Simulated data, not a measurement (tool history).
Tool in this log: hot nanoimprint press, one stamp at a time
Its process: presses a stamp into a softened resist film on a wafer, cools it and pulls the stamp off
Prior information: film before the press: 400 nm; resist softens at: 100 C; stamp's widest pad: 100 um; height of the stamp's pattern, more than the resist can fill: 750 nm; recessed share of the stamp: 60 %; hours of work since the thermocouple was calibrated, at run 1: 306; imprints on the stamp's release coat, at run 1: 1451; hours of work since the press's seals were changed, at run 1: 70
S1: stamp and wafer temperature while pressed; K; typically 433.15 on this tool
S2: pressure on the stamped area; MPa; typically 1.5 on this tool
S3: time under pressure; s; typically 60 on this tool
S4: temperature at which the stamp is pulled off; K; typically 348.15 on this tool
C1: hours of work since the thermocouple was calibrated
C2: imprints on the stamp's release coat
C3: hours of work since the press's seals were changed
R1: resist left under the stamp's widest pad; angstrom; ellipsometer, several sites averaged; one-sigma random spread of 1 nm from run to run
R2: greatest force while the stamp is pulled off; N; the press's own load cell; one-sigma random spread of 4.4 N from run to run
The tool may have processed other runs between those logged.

run   hour      S1    S2  S3      S4   C1    C2   C3    R1   R2
  1      0  433.15   1.5  60  348.15  306  1451   70  1513  219
       6.8  -- stamp cleaned and given a new release coat
  2   15.1  433.15   1.5  60  348.15  311    17   76  1523  221
  3   20.4  433.15   1.5  60  348.15  315    28   80  1528  210
  4   31.5  433.15   1.5  60  348.15  322    52   87  1526  218
  5   40.6  433.15   1.5  60  348.15  328    71   93  1530  214
  6   45.8  433.15   1.5  60  348.15  331    82   96  1512  217
  7   53.8  433.15   1.5  60  348.15  337    98  101  1507  213
  8   60.5  433.15   1.5  60  348.15  341   112  106  1527  212
  9   69.3  433.15   1.5  60  348.15  347   131  112  1523  216
 10   79.5  433.15   1.5  60  348.15  353   152  118  1520  216
 11   87.9  431.15  1.42  59  339.15  359   170  124  1746  263
 12   93.4  438.15  2.34  32  345.15  362   181  127  1128  226
 13     99  431.15  1.47  32  345.15  366   193  131  2138  236
 14  105.7  442.15  1.14  68  353.15  370   207  135  1067  197
 15    118  429.15  1.88  60  348.15  378   233  143  1671  216

Here are 4 independent what-if runs from the current tool condition. What would each one return?
  A  126.3  430.15   1.5  60  341.15  384  250  149   ?   ?
  B  126.3  429.15  1.88  61  348.15  384  250  149   ?   ?
  C  126.3  425.15  1.88  60  348.15  384  250  149   ?   ?
  D  126.3  429.15  1.41  32  348.15  384  250  149   ?   ?

run    R1   R2
  A  1791  253
  B  1684  217
  C  2114  220
  D  2358  214
The same runs, with their run-to-run variation unchanged, on a tool lacking any hidden condition would have given:
run    R1   R2
  A  1797  252
  B  1690  216
  C  2121  219
  D  2365  213
